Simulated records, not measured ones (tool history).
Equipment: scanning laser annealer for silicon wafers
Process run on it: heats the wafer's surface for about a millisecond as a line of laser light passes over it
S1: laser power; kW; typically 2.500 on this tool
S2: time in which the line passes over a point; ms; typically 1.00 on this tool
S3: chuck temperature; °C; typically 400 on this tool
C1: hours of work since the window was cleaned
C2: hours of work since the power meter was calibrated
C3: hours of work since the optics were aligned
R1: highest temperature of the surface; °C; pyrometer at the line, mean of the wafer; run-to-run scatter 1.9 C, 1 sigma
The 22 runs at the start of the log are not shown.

run   hour     S1    S2   S3   C1   C2   C3    R1
 23  249.3  2.449  1.00  389  352  448   24  1059
 24  259.8  2.605  1.00  400  360  455   31  1127
 25  273.3  2.465  1.00  400  369  464   40  1074
 26  283.7  2.282  1.00  419  376  472   47  1028
 27  292.4  2.719  1.10  424  382  478   53  1230
 28  306.8  2.719  1.10  424  392  488   63  1234
 29  315.6  2.719  0.82  416  398  494   69  1103
 30  330.4  2.524  1.05  410  409  504   80  1120
 31  341.3  2.524  0.81  365  416  511   87   983
 32  352.8  2.695  0.81  394  424  519   95  1067
 33  359.6  2.697  1.10  394  429  524  100  1191
 34  373.6  2.526  1.10  394  439  534  110  1118
 35  384.3  2.526  1.10  394  446  541  117  1121
 36  391.3  2.306  1.00  397  451  546  122  1011
 37  403.8  2.500  1.02  378  459  555  130  1064
 38  413.0  2.525  1.02  419  466  561  137  1117
 39  426.3  2.145  0.72  390  475  570  146   852
 40  437.3  2.188  1.14  423  483  578  154  1035

Each row is a separate what-if for the run after 40, all from the same tool condition, not one after another. Results?
  A  448.7  2.349  0.75  400  491  586  162   ?
  B  448.7  2.526  1.14  390  491  586  162   ?
  C  448.7  2.402  1.14  435  491  586  162   ?

run    R1
  A   930
  B  1127
  C  1128
The same runs, with their run-to-run variation unchanged, on a tool lacking any hidden condition would have given:
run    R1
  A   966
  B  1177
  C  1174

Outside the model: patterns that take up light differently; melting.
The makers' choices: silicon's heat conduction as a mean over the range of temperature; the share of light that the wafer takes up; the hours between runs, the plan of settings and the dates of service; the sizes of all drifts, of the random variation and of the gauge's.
